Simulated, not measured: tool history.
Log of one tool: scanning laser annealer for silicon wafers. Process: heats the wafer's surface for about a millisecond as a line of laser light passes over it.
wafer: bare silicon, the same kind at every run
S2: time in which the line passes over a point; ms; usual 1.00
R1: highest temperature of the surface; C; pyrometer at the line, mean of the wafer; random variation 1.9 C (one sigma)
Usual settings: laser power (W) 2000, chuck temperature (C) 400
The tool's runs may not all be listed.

Run 1, day 0.000: usual settings. Result: R1 1152 C.
Run 2, day 0.408: usual settings. Result: R1 1149 C.
Run 3, day 0.742: usual settings. Result: R1 1149 C.
Run 4, day 1.025: usual settings. Result: R1 1149 C.
Run 5, day 1.425: usual settings but laser power (W) 2098. Result: R1 1192 C.
Run 6, day 1.783: usual settings but laser power (W) 2086. Result: R1 1189 C.
Run 7, day 2.183: usual settings but laser power (W) 2086, chuck temperature (C) 404. Result: R1 1192 C.
Run 8, day 2.550: usual settings. Result: R1 1151 C.
At day 2.796: optics aligned, line set to its width.
Run 9, day 2.950: usual settings. Result: R1 1138 C.
Run 10, day 3.238: usual settings. Result: R1 1141 C.
Run 11, day 3.617: usual settings but laser power (W) 2056, S2 0.88 ms, chuck temperature (C) 396. Result: R1 1118 C.
Run 12, day 3.788: usual settings but laser power (W) 2056, S2 0.88 ms, chuck temperature (C) 392. Result: R1 1111 C.
Run 13, day 4.050: usual settings but laser power (W) 1963, S2 0.81 ms, chuck temperature (C) 392. Result: R1 1050 C.
At day 4.388: optics aligned, line set to its width, once more.
Run 14, day 4.546: usual settings but laser power (W) 1963, S2 0.81 ms, chuck temperature (C) 392. Result: R1 1074 C.
Run 15, day 4.808: usual settings but laser power (W) 1740, S2 1.06 ms, chuck temperature (C) 370. Result: R1 1034 C.
Run 16, day 5.033: usual settings but S2 0.74 ms. Result: R1 1070 C.
Run 17, day 5.246: usual settings but laser power (W) 1921, S2 1.12 ms, chuck temperature (C) 371. Result: R1 1140 C.
Run 18, day 5.658: usual settings but chuck temperature (C) 384. Result: R1 1150 C.
Run 19, day 5.883: usual settings but chuck temperature (C) 438. Result: R1 1208 C.

The same runs without the tool's hidden state, with the same run-to-run variation:
The hidden state here: light that passes the window, % of a clean one's; laser's true power over the reading, %; width of the line over the set one, %; drift of the gauge itself on peak_c, C.
run    R1
  1  1211
  2  1209
  3  1209
  4  1209
  5  1256
  6  1253
  7  1256
  8  1213
  9  1210
 10  1214
 11  1189
 12  1183
 13  1116
 14  1114
 15  1073
 16  1109
 17  1184
 18  1195
 19  1253
